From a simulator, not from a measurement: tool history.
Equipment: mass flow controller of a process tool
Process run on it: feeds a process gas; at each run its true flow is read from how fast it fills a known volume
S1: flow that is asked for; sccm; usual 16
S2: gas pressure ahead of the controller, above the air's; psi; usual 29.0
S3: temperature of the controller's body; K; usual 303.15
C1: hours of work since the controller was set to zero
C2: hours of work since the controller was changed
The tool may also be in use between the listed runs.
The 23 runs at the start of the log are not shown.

Run 24, hour 3854.4: usual settings but S1 17 sccm, S2 36.4 psi, S3 309.15 K; C1 2295; C2 2295. Result: true flow (%) 100.71.
Run 25, hour 4056.0: usual settings but S2 33.4 psi, S3 293.15 K; C1 2375; C2 2375. Result: true flow (%) 99.28.
Run 26, hour 4231.7: usual settings but S2 33.4 psi, S3 293.15 K; C1 2445; C2 2445. Result: true flow (%) 99.34.
Run 27, hour 4337.4: usual settings but S2 33.4 psi, S3 293.15 K; C1 2487; C2 2487. Result: true flow (%) 99.32.
Run 28, hour 4541.6: usual settings but S2 35.5 psi, S3 310.15 K; C1 2568; C2 2568. Result: true flow (%) 100.74.
Run 29, hour 4703.8: usual settings but S1 9 sccm, S2 21.6 psi, S3 311.15 K; C1 2633; C2 2633. Result: true flow (%) 100.96.
Run 30, hour 4855.4: usual settings but S3 301.15 K; C1 2693; C2 2693. Result: true flow (%) 100.14.
Run 31, hour 5102.9: usual settings but S3 301.15 K; C1 2791; C2 2791. Result: true flow (%) 100.07.
Run 32, hour 5268.0: usual settings but S3 301.15 K; C1 2857; C2 2857. Result: true flow (%) 100.16.
Run 33, hour 5402.3: usual settings but S1 19 sccm, S2 36.8 psi, S3 301.15 K; C1 2910; C2 2910. Result: true flow (%) 100.00.
Run 34, hour 5542.9: usual settings but S1 5 sccm, S2 26.5 psi, S3 305.15 K; C1 2966; C2 2966. Result: true flow (%) 100.18.
Run 35, hour 5643.2: usual settings but S1 5 sccm, S2 26.5 psi, S3 305.15 K; C1 3006; C2 3006. Result: true flow (%) 100.09.
Run 36, hour 5835.1: usual settings but S1 14 sccm, S3 313.15 K; C1 3082; C2 3082. Result: true flow (%) 101.01.
Run 37, hour 6023.2: usual settings but S1 6 sccm, S3 296.15 K; C1 3157; C2 3157. Result: true flow (%) 99.41.
Run 38, hour 6233.6: usual settings but S1 6 sccm, S2 37.0 psi, S3 307.15 K; C1 3241; C2 3241. Result: true flow (%) 100.02.
Run 39, hour 6421.1: usual settings but S3 311.15 K; C1 3315; C2 3315. Result: true flow (%) 101.00.
Run 40, hour 6619.9: usual settings but S1 17 sccm; C1 3394; C2 3394. Result: true flow (%) 100.41.
Run 41, hour 6782.9: usual settings but S1 5 sccm, S2 31.2 psi; C1 3459; C2 3459. Result: true flow (%) 99.92.

4 ways to go on from here, each from the tool as it stands after run 41. What would each give?
Run A, hour 6968.2: usual settings but S1 5 sccm, S2 31.2 psi, S3 294.15 K; C1 3533; C2 3533. Result: true flow (%) ?.
Run B, hour 6968.2: usual settings but S1 14 sccm, S2 25.7 psi, S3 308.15 K; C1 3533; C2 3533. Result: true flow (%) ?.
Run C, hour 6968.2: usual settings but S1 12 sccm, S2 24.5 psi; C1 3533; C2 3533. Result: true flow (%) ?.
Run D, hour 6968.2: usual settings but S1 2 sccm, S2 28.9 psi, S3 298.15 K; C1 3533; C2 3533. Result: true flow (%) ?.

run  true flow (%)
  A          99.11
  B         100.85
  C         100.41
  D          99.47
Without the tool's hidden state the same runs would have given:
run  true flow (%)
  A          99.12
  B         100.85
  C         100.42
  D          99.49
